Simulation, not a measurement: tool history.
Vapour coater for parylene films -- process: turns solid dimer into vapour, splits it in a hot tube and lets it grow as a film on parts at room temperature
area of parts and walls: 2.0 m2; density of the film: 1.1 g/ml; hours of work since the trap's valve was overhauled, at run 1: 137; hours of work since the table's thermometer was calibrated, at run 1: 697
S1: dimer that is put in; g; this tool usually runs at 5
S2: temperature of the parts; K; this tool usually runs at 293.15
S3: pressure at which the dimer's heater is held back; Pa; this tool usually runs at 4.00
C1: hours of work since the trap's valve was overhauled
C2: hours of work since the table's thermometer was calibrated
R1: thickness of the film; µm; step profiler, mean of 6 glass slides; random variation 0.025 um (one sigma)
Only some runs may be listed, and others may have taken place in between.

run	hour	S1	S2	S3	C1	C2	R1
1	0.0	5	293.15	4.00	137	697	1.82
2	49.8	5	293.15	4.00	179	739	1.83
3	92.9	5	293.15	4.00	215	775	1.79
4	134.6	5	293.15	4.00	250	811	1.82
5	171.0	5	293.15	4.00	281	841	1.76
6	198.9	5	293.15	8.79	305	865	1.45
7	239.8	5	293.15	4.00	339	899	1.74
8	288.4	5	293.15	4.00	380	940	1.76
9	345.1	3	293.15	4.00	428	988	1.05
10	378.3	3	293.15	4.00	456	1016	0.97
# hour 392.1: trap's valve overhauled
11	434.3	3	293.15	4.00	36	1060	1.17
12	489.9	3	293.15	4.00	83	1107	1.10
13	532.9	5	293.15	7.18	119	1143	1.60
14	556.1	5	293.15	7.18	138	1163	1.57
15	603.4	5	293.15	4.72	178	1203	1.74
# hour 614.0: table's thermometer calibrated
16	641.6	5	293.15	4.00	210	23	1.77
17	676.1	5	293.15	4.00	239	52	1.76
18	711.5	5	293.15	4.00	269	82	1.74
19	755.6	5	293.15	4.00	306	120	1.73
20	809.8	5	293.15	4.00	352	165	1.71
21	833.4	9	293.15	4.00	372	185	2.98
22	883.3	5	295.15	4.00	414	227	1.60
23	919.8	5	295.15	4.00	444	258	1.57
# hour 949.6: trap's valve overhauled
24	979.2	5	305.15	5.95	25	305	1.31
25	1004.8	5	291.15	4.00	47	326	1.97
26	1037.2	3	294.15	4.00	74	354	1.08
27	1087.7	3	290.15	5.21	117	396	1.10
28	1118.0	3	298.15	5.21	142	422	0.91
29	1141.5	4	293.15	9.42	162	442	1.22
30	1193.9	4	303.15	3.17	206	486	1.21
31	1232.1	4	303.15	3.17	238	518	1.21
32	1278.0	3	288.15	3.17	277	557	1.16
33	1309.9	8	288.15	4.00	304	584	3.14
34	1358.0	8	293.15	4.00	345	624	2.76
35	1405.2	5	293.15	2.08	384	664	2.02

The next listed run, before its measurement:
36	1459.5	5	290.15	3.56	430	710	?

{"run 36": {"R1": 1.87}}
With no hidden state in the tool, this same run would have given R1 2.09 µm.
